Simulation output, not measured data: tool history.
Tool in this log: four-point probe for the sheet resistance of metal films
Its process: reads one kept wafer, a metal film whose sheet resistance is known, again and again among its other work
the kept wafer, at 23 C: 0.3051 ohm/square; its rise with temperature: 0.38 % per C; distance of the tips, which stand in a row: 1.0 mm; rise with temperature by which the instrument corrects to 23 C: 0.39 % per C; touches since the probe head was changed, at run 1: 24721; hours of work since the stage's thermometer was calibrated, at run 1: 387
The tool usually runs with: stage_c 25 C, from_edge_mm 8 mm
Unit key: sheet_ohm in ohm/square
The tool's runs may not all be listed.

run,day,stage_c,from_edge_mm,touches since the probe head was changed,hours of work since the stage's thermometer was calibrated,sheet_ohm
1,0,25,8,24721,387,0.307628
2,1.579,25,8,25507,417,0.307488
3,3.221,25,8,26326,448,0.307672
4,4.775,22,8,27100,478,0.307683
5,5.542,22,8,27483,493,0.30765
6,7.05,33,8,28235,521,0.30726
7,8.538,33,8,28977,549,0.307347
8,9.617,25,8,29514,570,0.307669
9,11.121,25,8,30263,599,0.307569

Estimate the outcome of run 10 from the log above:
10,11.917,19,27,30661,614,?

sheet_ohm: 0.305471 ohm/square
The same run, on a tool lacking any hidden state, would have yielded sheet_ohm 0.305464 ohm/square.

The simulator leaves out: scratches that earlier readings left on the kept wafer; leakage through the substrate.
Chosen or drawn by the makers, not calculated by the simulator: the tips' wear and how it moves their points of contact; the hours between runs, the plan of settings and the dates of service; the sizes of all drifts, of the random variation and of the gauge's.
